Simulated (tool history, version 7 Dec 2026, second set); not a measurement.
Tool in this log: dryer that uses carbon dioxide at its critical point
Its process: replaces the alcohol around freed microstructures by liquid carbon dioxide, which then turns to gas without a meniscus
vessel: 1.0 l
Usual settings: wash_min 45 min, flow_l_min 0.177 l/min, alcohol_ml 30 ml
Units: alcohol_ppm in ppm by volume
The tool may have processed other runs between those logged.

run    hour  wash_min  flow_l_min  alcohol_ml  alcohol_ppm
  1       0        45       0.177          30          170
  2      39        58       0.177          30           49
  3   103.2        45       0.177          30          190
  4   174.9        67       0.177          30           39
  5   208.9        45       0.185          30          175
  6   241.5        45       0.185          30          187
  7   288.7        45       0.185          30          183
      345.1  -- inlet filter changed
  8     359        45       0.185          30           99
  9   406.9        45       0.177          30          117
 10   459.7        45       0.177          30          128
 11   489.9        45       0.177          30          127
 12   548.9        45       0.215          30           69
 13   605.1        45       0.215          30           64
 14   634.5        45       0.177          30          147
 15   664.4        45       0.177          30          153
 16   718.2        45       0.177          30          164
 17   788.8        45       0.177          30          172
 18   818.7        45       0.177          30          177
 19     855        45       0.177          30          189
 20   893.2        45       0.177          30          191
 21   952.9        45       0.177          30          195
 22     987        45       0.177          30          205
 23  1030.1        45       0.177          54          341
 24  1086.7        45       0.177          53          358
 25  1144.7        45       0.173          45          370

Forecast run 26:
 26  1198.5        33       0.188          28            ?

Run 26 produced alcohol_ppm 607 ppm by volume.
On a tool with no hidden condition, and with the same random variation, this run would have come out at alcohol_ppm 253 ppm by volume.
